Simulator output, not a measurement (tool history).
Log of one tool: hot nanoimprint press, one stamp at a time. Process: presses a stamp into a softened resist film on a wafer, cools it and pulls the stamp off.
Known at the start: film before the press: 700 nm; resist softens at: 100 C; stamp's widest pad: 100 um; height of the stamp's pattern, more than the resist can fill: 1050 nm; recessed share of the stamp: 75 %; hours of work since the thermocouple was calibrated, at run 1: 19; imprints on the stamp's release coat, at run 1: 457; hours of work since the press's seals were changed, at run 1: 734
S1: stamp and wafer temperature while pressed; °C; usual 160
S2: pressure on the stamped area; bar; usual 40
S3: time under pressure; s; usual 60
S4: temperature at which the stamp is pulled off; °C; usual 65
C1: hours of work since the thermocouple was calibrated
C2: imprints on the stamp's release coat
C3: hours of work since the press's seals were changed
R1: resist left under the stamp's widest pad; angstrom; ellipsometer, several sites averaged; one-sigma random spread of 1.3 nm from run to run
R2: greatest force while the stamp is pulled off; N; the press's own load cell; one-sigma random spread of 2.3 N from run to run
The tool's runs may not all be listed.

run	day	S1	S2	S3	S4	C1	C2	C3	R1	R2
1	0	160	40	60	65	19	457	734	2776	104
# day 0.575: press's hydraulic seals changed and the load cell set to zero
2	1.15	160	40	60	54	30	495	8	2790	130
3	2.108	160	40	60	65	43	539	21	2773	100
4	3.779	160	40	36	65	66	616	44	3411	107
5	4.858	160	40	36	65	81	665	59	3400	106
6	6.15	160	40	36	65	99	724	77	3384	103
7	6.971	160	40	36	65	110	762	88	3415	102
8	7.688	160	40	36	65	120	795	98	3429	102
# day 8.996: stamp cleaned and given a new release coat
9	8.996	160	40	36	65	135	0	112	3409	107
10	10.183	160	50.6	60	65	151	55	129	2506	106
11	11.179	160	40	60	65	165	101	142	2781	103
12	12.796	160	40	60	65	187	175	165	2811	107
13	13.575	160	26.9	60	65	198	210	175	3319	102
14	14.554	160	40	60	65	211	255	189	2811	104
15	15.758	160	44.4	60	60	228	311	205	2672	120
16	16.729	160	30.5	36	73	241	355	219	3823	82
17	17.829	151	38.9	64	65	256	406	234	4099	104
# day 19.158: plate thermocouple calibrated
18	19.392	160	40	52	71	3	472	254	3017	87
19	20.321	160	35	59	51	16	514	266	3056	147
20	22.083	160	27.8	59	51	40	595	291	3324	149
21	23.267	167	26.8	59	71	56	650	307	2520	85
22	24.796	160	40	60	56	78	720	328	2849	136
23	25.562	160	40	60	56	88	755	338	2835	135
24	26.738	160	40	60	65	104	809	355	2815	102
# day 27.779: stamp cleaned and given a new release coat
25	28.058	160	36.5	60	70	119	13	369	2949	90
26	29.296	160	40	84	65	136	70	386	2483	105
27	30.721	160	54	33	65	156	135	406	3153	101

Alternative continuations, all from the tool just after run 27; predict every row:
A	32.433	157	37.5	57	65	179	214	429	?	?
B	32.433	149	40	108	53	179	214	429	?	?
C	32.433	160	40	32	65	179	214	429	?	?
D	32.433	160	54	71	68	179	214	429	?	?

run	R1	R2
A	3406	104
B	3741	138
C	3650	103
D	2320	97
With no hidden state in the tool, these same runs would have given:
run	R1	R2
A	3317	103
B	3643	138
C	3554	103
D	2258	97

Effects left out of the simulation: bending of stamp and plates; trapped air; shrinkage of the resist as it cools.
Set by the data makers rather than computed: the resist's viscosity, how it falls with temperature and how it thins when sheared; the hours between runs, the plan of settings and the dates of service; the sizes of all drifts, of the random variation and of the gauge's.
